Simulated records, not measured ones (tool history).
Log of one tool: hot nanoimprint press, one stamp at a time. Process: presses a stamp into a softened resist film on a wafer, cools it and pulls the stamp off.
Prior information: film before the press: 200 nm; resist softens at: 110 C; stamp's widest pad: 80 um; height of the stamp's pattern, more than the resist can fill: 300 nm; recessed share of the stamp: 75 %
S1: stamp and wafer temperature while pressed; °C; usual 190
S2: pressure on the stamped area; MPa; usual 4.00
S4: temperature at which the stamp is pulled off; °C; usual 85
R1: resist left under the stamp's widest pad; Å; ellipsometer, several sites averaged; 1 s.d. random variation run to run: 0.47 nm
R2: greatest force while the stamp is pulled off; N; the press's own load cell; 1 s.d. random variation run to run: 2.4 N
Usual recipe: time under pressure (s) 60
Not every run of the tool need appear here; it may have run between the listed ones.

run 1 hour=0.0 | S1=190 S2=4.00 time_under_pressure_(s)=60 S4=85 | R1=696 R2=110
run 2 hour=28.7 | S1=190 S2=4.00 time_under_pressure_(s)=60 S4=85 | R1=705 R2=107
run 3 hour=72.1 | S1=190 S2=4.00 time_under_pressure_(s)=60 S4=85 | R1=712 R2=107
run 4 hour=124.0 | S1=190 S2=4.00 time_under_pressure_(s)=60 S4=85 | R1=711 R2=110
run 5 hour=167.7 | S1=190 S2=4.00 time_under_pressure_(s)=60 S4=85 | R1=706 R2=111
-- hour=219.4 stamp cleaned and given a new release coat
run 6 hour=227.4 | S1=190 S2=4.00 time_under_pressure_(s)=60 S4=85 | R1=702 R2=106
-- hour=277.0 plate thermocouple calibrated
run 7 hour=298.4 | S1=190 S2=4.00 time_under_pressure_(s)=60 S4=78 | R1=713 R2=116
run 8 hour=338.7 | S1=190 S2=4.00 time_under_pressure_(s)=60 S4=78 | R1=701 R2=117
run 9 hour=385.1 | S1=190 S2=4.00 time_under_pressure_(s)=60 S4=78 | R1=713 R2=116
run 10 hour=427.0 | S1=190 S2=4.00 time_under_pressure_(s)=60 S4=85 | R1=706 R2=106
run 11 hour=475.2 | S1=190 S2=4.00 time_under_pressure_(s)=60 S4=85 | R1=704 R2=108
run 12 hour=530.3 | S1=190 S2=4.00 time_under_pressure_(s)=60 S4=85 | R1=702 R2=107
run 13 hour=574.7 | S1=190 S2=4.00 time_under_pressure_(s)=60 S4=85 | R1=710 R2=108
run 14 hour=607.9 | S1=190 S2=4.00 time_under_pressure_(s)=60 S4=85 | R1=696 R2=109
-- hour=654.8 stamp cleaned and given a new release coat
run 15 hour=666.1 | S1=190 S2=4.00 time_under_pressure_(s)=60 S4=85 | R1=706 R2=107
-- hour=730.1 press's hydraulic seals changed and the load cell set to zero
run 16 hour=736.8 | S1=198 S2=4.04 time_under_pressure_(s)=60 S4=77 | R1=545 R2=118
run 17 hour=793.7 | S1=194 S2=4.75 time_under_pressure_(s)=40 S4=85 | R1=653 R2=107
run 18 hour=863.5 | S1=190 S2=3.06 time_under_pressure_(s)=66 S4=85 | R1=792 R2=109
run 19 hour=898.9 | S1=190 S2=3.06 time_under_pressure_(s)=66 S4=85 | R1=789 R2=109
-- hour=947.8 plate thermocouple calibrated
run 20 hour=951.0 | S1=190 S2=3.06 time_under_pressure_(s)=66 S4=85 | R1=790 R2=106
run 21 hour=992.3 | S1=190 S2=3.06 time_under_pressure_(s)=66 S4=85 | R1=781 R2=107
run 22 hour=1042.2 | S1=183 S2=2.74 time_under_pressure_(s)=66 S4=85 | R1=1036 R2=110
run 23 hour=1078.5 | S1=189 S2=2.57 time_under_pressure_(s)=78 S4=85 | R1=850 R2=110
-- hour=1095.5 stamp cleaned and given a new release coat
run 24 hour=1124.2 | S1=189 S2=2.57 time_under_pressure_(s)=78 S4=85 | R1=843 R2=108
run 25 hour=1170.9 | S1=197 S2=3.20 time_under_pressure_(s)=38 S4=80 | R1=764 R2=111
run 26 hour=1203.6 | S1=197 S2=3.20 time_under_pressure_(s)=38 S4=80 | R1=756 R2=110
run 27 hour=1263.5 | S1=197 S2=3.20 time_under_pressure_(s)=38 S4=80 | R1=762 R2=112
run 28 hour=1329.1 | S1=189 S2=3.61 time_under_pressure_(s)=60 S4=85 | R1=770 R2=107
run 29 hour=1394.0 | S1=189 S2=3.61 time_under_pressure_(s)=60 S4=85 | R1=769 R2=110

Predict each of these 4 candidate next runs independently; none follows another, all start after run 29:
run A hour=1422.6 | S1=189 S2=3.61 time_under_pressure_(s)=45 S4=85 | R1=? R2=?
run B hour=1422.6 | S1=189 S2=5.96 time_under_pressure_(s)=60 S4=79 | R1=? R2=?
run C hour=1422.6 | S1=189 S2=3.93 time_under_pressure_(s)=60 S4=85 | R1=? R2=?
run D hour=1422.6 | S1=184 S2=3.61 time_under_pressure_(s)=89 S4=92 | R1=? R2=?

run=A R1=855 R2=109
run=B R1=575 R2=121
run=C R1=730 R2=108
run=D R1=793 R2=97
The same runs, with their run-to-run variation unchanged, on a tool lacking any hidden condition would have given:
run=A R1=857 R2=108
run=B R1=576 R2=119
run=C R1=731 R2=107
run=D R1=794 R2=96

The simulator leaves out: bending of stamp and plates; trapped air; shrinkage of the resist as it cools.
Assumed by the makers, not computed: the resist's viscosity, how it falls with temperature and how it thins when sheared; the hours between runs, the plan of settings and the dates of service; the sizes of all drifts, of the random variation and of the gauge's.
